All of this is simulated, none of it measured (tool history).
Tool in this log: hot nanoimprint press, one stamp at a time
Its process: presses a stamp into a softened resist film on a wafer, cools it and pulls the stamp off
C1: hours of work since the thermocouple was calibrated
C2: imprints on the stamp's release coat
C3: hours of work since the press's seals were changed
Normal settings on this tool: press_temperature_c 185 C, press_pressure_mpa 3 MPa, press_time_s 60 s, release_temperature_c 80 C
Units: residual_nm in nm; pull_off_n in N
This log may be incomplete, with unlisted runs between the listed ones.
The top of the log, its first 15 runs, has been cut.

{"run": 16, "hour": 416.1, "press_temperature_c": 175, "press_pressure_mpa": 2.58, "press_time_s": 60, "release_temperature_c": 80, "C1": 96, "C2": 483, "C3": 317, "residual_nm": 316.1, "pull_off_n": 104}
{"run": 17, "hour": 432.3, "press_temperature_c": 175, "press_pressure_mpa": 2.58, "press_time_s": 60, "release_temperature_c": 80, "C1": 107, "C2": 541, "C3": 328, "residual_nm": 315.6, "pull_off_n": 102}
{"run": 18, "hour": 465.0, "press_temperature_c": 175, "press_pressure_mpa": 2.58, "press_time_s": 60, "release_temperature_c": 80, "C1": 129, "C2": 657, "C3": 350, "residual_nm": 316.6, "pull_off_n": 103}
{"run": 19, "hour": 480.7, "press_temperature_c": 175, "press_pressure_mpa": 2.58, "press_time_s": 60, "release_temperature_c": 80, "C1": 140, "C2": 713, "C3": 361, "residual_nm": 315.8, "pull_off_n": 101}
{"run": 20, "hour": 517.1, "press_temperature_c": 175, "press_pressure_mpa": 2.58, "press_time_s": 79, "release_temperature_c": 71, "C1": 164, "C2": 842, "C3": 385, "residual_nm": 291.7, "pull_off_n": 111}
{"run": 21, "hour": 535.8, "press_temperature_c": 185, "press_pressure_mpa": 2.44, "press_time_s": 70, "release_temperature_c": 80, "C1": 177, "C2": 908, "C3": 398, "residual_nm": 210, "pull_off_n": 103}
{"run": 22, "hour": 574.0, "press_temperature_c": 185, "press_pressure_mpa": 1.96, "press_time_s": 52, "release_temperature_c": 80, "C1": 203, "C2": 1044, "C3": 424, "residual_nm": 259.8, "pull_off_n": 99}
{"run": 23, "hour": 596.2, "press_temperature_c": 180, "press_pressure_mpa": 3.59, "press_time_s": 33, "release_temperature_c": 87, "C1": 218, "C2": 1123, "C3": 439, "residual_nm": 274.4, "pull_off_n": 91}
{"run": 24, "hour": 624.8, "press_temperature_c": 189, "press_pressure_mpa": 3.43, "press_time_s": 51, "release_temperature_c": 80, "C1": 238, "C2": 1225, "C3": 459, "residual_nm": 167.1, "pull_off_n": 104}
{"run": 25, "hour": 650.1, "press_temperature_c": 189, "press_pressure_mpa": 3.43, "press_time_s": 51, "release_temperature_c": 80, "C1": 255, "C2": 1315, "C3": 476, "residual_nm": 167.2, "pull_off_n": 100}
{"run": 26, "hour": 685.9, "press_temperature_c": 189, "press_pressure_mpa": 3.43, "press_time_s": 51, "release_temperature_c": 80, "C1": 279, "C2": 1442, "C3": 500, "residual_nm": 167.8, "pull_off_n": 103}
{"hour": 708.3, "done": "plate thermocouple calibrated"}
{"hour": 724.4, "done": "stamp cleaned and given a new release coat"}
{"run": 27, "hour": 730.9, "press_temperature_c": 189, "press_pressure_mpa": 3.43, "press_time_s": 51, "release_temperature_c": 80, "C1": 11, "C2": 23, "C3": 525, "residual_nm": 168.2, "pull_off_n": 100}
{"run": 28, "hour": 757.6, "press_temperature_c": 188, "press_pressure_mpa": 3.09, "press_time_s": 59, "release_temperature_c": 80, "C1": 29, "C2": 118, "C3": 543, "residual_nm": 175.9, "pull_off_n": 101}
{"run": 29, "hour": 796.4, "press_temperature_c": 188, "press_pressure_mpa": 3.09, "press_time_s": 59, "release_temperature_c": 80, "C1": 56, "C2": 256, "C3": 569, "residual_nm": 175.6, "pull_off_n": 101}
{"run": 30, "hour": 817.1, "press_temperature_c": 186, "press_pressure_mpa": 3, "press_time_s": 107, "release_temperature_c": 80, "C1": 70, "C2": 329, "C3": 583, "residual_nm": 153.4, "pull_off_n": 99}

4 ways to go on from here, each from the tool as it stands after run 30. What would each give?
{"run": "A", "hour": 835.2, "press_temperature_c": 187, "press_pressure_mpa": 3, "press_time_s": 60, "release_temperature_c": 80, "C1": 82, "C2": 394, "C3": 596, "residual_nm": "?", "pull_off_n": "?"}
{"run": "B", "hour": 835.2, "press_temperature_c": 185, "press_pressure_mpa": 3, "press_time_s": 60, "release_temperature_c": 87, "C1": 82, "C2": 394, "C3": 596, "residual_nm": "?", "pull_off_n": "?"}
{"run": "C", "hour": 835.2, "press_temperature_c": 175, "press_pressure_mpa": 3, "press_time_s": 107, "release_temperature_c": 77, "C1": 82, "C2": 394, "C3": 596, "residual_nm": "?", "pull_off_n": "?"}
{"run": "D", "hour": 835.2, "press_temperature_c": 179, "press_pressure_mpa": 3, "press_time_s": 106, "release_temperature_c": 75, "C1": 82, "C2": 394, "C3": 596, "residual_nm": "?", "pull_off_n": "?"}

run=A residual_nm=183.8 pull_off_n=103
run=B residual_nm=199.7 pull_off_n=90
run=C residual_nm=247.8 pull_off_n=105
run=D residual_nm=208.7 pull_off_n=106
The same runs, with their run-to-run variation unchanged, on a tool lacking any hidden condition would have given:
run=A residual_nm=184 pull_off_n=103
run=B residual_nm=199.8 pull_off_n=90
run=C residual_nm=248.1 pull_off_n=104
run=D residual_nm=208.9 pull_off_n=106
